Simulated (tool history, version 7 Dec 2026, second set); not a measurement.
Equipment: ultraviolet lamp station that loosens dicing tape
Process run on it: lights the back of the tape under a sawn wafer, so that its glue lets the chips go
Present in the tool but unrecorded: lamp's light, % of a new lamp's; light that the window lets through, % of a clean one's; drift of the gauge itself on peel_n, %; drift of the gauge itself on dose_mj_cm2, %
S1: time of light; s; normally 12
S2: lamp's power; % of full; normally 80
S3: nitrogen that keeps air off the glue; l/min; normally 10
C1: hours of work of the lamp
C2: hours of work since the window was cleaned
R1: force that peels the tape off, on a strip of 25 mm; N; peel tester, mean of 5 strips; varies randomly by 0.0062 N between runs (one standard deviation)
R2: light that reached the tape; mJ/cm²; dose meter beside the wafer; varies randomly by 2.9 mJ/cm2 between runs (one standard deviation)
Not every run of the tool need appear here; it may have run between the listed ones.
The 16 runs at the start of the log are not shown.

run     day  S1  S2  S3    C1   C2     R1   R2
 17  24.721  12  80  10   751  371  0.185  426
 18  25.588  12  80  10   763  383  0.189  422
 19  26.917  12  80  10   782  402  0.189  424
     27.683  -- window cleaned of glue's vapour
 20  27.808  12  80  10   794    2  0.180  423
 21  29.129  12  80  15   813   20  0.144  428
 22  30.100  17  77  15   826   34  0.099  578
 23  31.412  12  67   3   845   53  0.811  362
 24  33.367  12  67   3   872   80  0.808  357
 25  34.858  17  74   4   893  101  0.202  563
 26  35.812  17  74   4   907  115  0.198  562
 27  36.929  12  74   7   923  130  0.306  393
 28  38.000  12  74   7   938  145  0.306  394
 29  39.550   8  67   7   959  167  1.095  238
 30  41.217  12  67   7   983  191  0.407  357
 31  42.446   9  77   5  1000  208  0.780  307
 32  43.900   9  92   4  1021  228  0.609  365
 33  45.433   9  92   4  1042  250  0.612  368
 34  47.133   9  92   4  1066  274  0.616  370
 35  48.900   9  92   4  1091  299  0.606  365
 36  50.846   9  92   4  1119  326  0.610  369
 37  52.396   9  92   4  1140  348  0.629  363
 38  53.454   9  92   4  1155  363  0.614  363
 39  55.471  14  75  15  1184  391  0.128  465
 40  56.342  14  90   5  1196  404  0.162  560

Run 41 comes next. What will it give?
     57.158  -- window cleaned of glue's vapour
 41  58.383   7  95  20  1224  17   ?   ?

Run 41 yielded R1 0.324 N, R2 300 mJ/cm².
Take away the tool's hidden state, keep the run-to-run variation as it was, and the same run would have given R1 0.321 N, R2 301 mJ/cm².

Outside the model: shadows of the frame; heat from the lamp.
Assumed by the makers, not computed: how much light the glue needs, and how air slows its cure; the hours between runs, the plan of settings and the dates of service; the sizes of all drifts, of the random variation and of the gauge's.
